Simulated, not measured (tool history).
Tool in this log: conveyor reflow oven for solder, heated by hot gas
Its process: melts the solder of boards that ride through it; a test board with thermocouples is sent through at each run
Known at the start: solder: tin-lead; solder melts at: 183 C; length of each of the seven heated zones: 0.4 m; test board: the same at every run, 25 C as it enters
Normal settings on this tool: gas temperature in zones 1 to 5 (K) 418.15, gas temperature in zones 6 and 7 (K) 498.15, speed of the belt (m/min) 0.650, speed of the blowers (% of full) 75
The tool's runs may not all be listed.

run,day,gas temperature in zones 1 to 5 (K),gas temperature in zones 6 and 7 (K),speed of the belt (m/min),speed of the blowers (% of full),highest temperature of the board (K),time above the solder's melting point (s)
1,0.000,418.15,498.15,0.650,75,484.15,53.04
2,1.917,418.15,498.15,0.650,75,484.15,53.08
3,3.129,418.15,498.15,0.650,75,484.15,52.95
4,4.462,413.15,498.15,0.650,75,483.25,50.09
5,5.612,413.15,498.15,0.650,75,483.25,50.37
# day 6.171: flux residue cleaned out of gas plates and filters
6,7.125,413.15,498.15,0.650,75,482.95,50.45
7,8.517,405.15,498.15,0.650,75,481.75,46.16
# day 10.221: thermocouples of zones 6 and 7 changed
8,10.479,418.15,506.15,0.650,75,491.25,58.44
9,12.279,418.15,506.15,0.650,75,490.95,58.29
10,14.358,418.15,506.15,0.650,75,491.15,58.49
# day 15.767: flux residue cleaned out of gas plates and filters
11,15.867,418.15,498.15,0.650,72,483.85,52.50
12,17.088,418.15,498.15,0.650,75,483.95,53.04
13,18.200,418.15,498.15,0.650,75,484.25,53.03
14,20.358,418.15,498.15,0.650,75,484.05,53.08
15,22.558,418.15,498.15,0.650,66,482.85,51.38
16,24.829,408.15,498.15,0.650,67,480.95,45.98
# day 25.221: flux residue cleaned out of gas plates and filters
17,26.800,408.15,492.15,0.650,61,474.95,38.72
18,28.238,409.15,490.15,0.592,80,478.75,50.44
19,29.450,409.15,498.15,0.650,75,482.35,48.20
20,31.621,412.15,511.15,0.692,75,492.25,53.17
21,33.504,418.15,494.15,0.650,52,476.65,44.07
# day 34.696: flux residue cleaned out of gas plates and filters
22,35.617,418.15,494.15,0.650,52,476.95,44.14
23,37.858,418.15,494.15,0.650,52,476.85,44.10
24,39.600,418.15,501.15,0.579,64,488.15,63.75
25,41.146,418.15,501.15,0.579,64,487.85,63.73
26,42.546,418.15,501.15,0.579,64,488.15,63.82
# day 44.171: flux residue cleaned out of gas plates and filters
27,44.179,418.15,501.15,0.579,64,488.35,63.68
28,46.454,418.15,498.15,0.650,83,484.95,54.35
29,47.875,418.15,498.15,0.650,52,479.95,47.69
30,49.629,418.15,498.15,0.650,52,479.95,47.91

Each row is a separate what-if for the run after 30, all from the same tool condition, not one after another. Results?
A,51.038,418.15,498.15,0.650,54,?,?
B,51.038,418.15,498.15,0.672,75,?,?
C,51.038,426.15,498.15,0.560,75,?,?
D,51.038,425.15,509.15,0.650,67,?,?

run,highest temperature of the board (K),time above the solder's melting point (s)
A,480.45,48.47
B,483.15,50.26
C,488.85,71.02
D,493.65,62.77
Stripped of hidden state, with their random variation kept, the same runs would have yielded:
run,highest temperature of the board (K),time above the solder's melting point (s)
A,480.55,48.47
B,483.15,50.27
C,488.95,71.01
D,493.65,62.75
